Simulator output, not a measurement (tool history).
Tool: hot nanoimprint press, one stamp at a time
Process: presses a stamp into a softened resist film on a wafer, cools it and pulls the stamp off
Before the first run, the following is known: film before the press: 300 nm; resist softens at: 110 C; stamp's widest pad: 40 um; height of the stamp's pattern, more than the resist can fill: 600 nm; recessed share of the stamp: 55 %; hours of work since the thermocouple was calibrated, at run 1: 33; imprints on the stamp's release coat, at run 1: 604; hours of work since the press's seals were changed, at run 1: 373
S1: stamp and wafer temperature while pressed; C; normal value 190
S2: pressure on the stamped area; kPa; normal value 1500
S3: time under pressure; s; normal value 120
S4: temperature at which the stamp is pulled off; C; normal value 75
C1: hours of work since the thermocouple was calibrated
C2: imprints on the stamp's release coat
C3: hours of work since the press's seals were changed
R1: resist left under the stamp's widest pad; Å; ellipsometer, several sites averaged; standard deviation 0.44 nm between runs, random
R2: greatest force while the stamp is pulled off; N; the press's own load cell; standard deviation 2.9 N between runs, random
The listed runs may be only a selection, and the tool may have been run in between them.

run,hour,S1,S2,S3,S4,C1,C2,C3,R1,R2
1,0.0,190,1500,120,75,33,604,373,1456,220
# hour 7.7: stamp cleaned and given a new release coat
2,26.9,178,1500,120,75,47,45,387,2178,192
3,37.7,178,1500,120,75,55,70,394,2177,194
4,59.9,190,1500,120,75,70,122,409,1463,195
5,83.5,190,1500,120,75,85,178,425,1463,200
6,107.1,192,1500,120,75,101,234,441,1356,200
7,132.2,180,1500,120,75,118,292,458,2043,202
8,151.2,180,1500,120,75,131,337,471,2041,202
9,173.3,180,1500,120,75,146,389,486,2035,215
10,190.0,180,1500,120,75,157,428,497,2030,212
11,215.1,180,1500,120,75,175,488,514,2042,214
12,231.9,190,1500,120,75,186,527,525,1462,215
13,242.7,190,1500,120,75,193,552,533,1442,214
# hour 272.0: stamp cleaned and given a new release coat
14,272.7,190,1500,120,75,209,2,549,1448,192
# hour 278.0: plate thermocouple calibrated
15,293.4,180,1190,120,75,10,44,561,2165,193
16,304.5,186,1340,120,75,18,70,568,1746,183
17,315.5,180,1340,120,75,25,95,576,2096,192
18,339.7,199,1260,184,70,42,152,592,959,215
19,361.7,190,1500,185,78,57,204,607,1220,183
# hour 382.2: plate thermocouple calibrated, once more
20,383.7,193,1110,199,68,1,249,620,1278,233
21,405.4,190,1890,120,64,16,300,635,1352,262
22,419.9,182,2300,120,75,26,334,644,1669,207
23,436.8,190,1220,157,75,37,374,656,1490,205
24,462.0,190,1220,157,75,54,433,673,1477,214
25,472.9,197,1220,97,75,61,459,680,1380,219

What if the next run were any one of these 5? Each begins from the tool's condition after run 25:
A,492.3,192,1220,88,76,74,504,693,?,?
B,492.3,197,1490,155,73,74,504,693,?,?
C,492.3,182,1500,120,75,74,504,693,?,?
D,492.3,201,1220,97,75,74,504,693,?,?
E,492.3,190,1500,86,75,74,504,693,?,?

run,R1,R2
A,1683,207
B,1051,224
C,1952,217
D,1206,215
E,1658,213
Without the tool's hidden state the same runs would have given:
run,R1,R2
A,1675,186
B,1041,200
C,1942,194
D,1198,192
E,1647,191
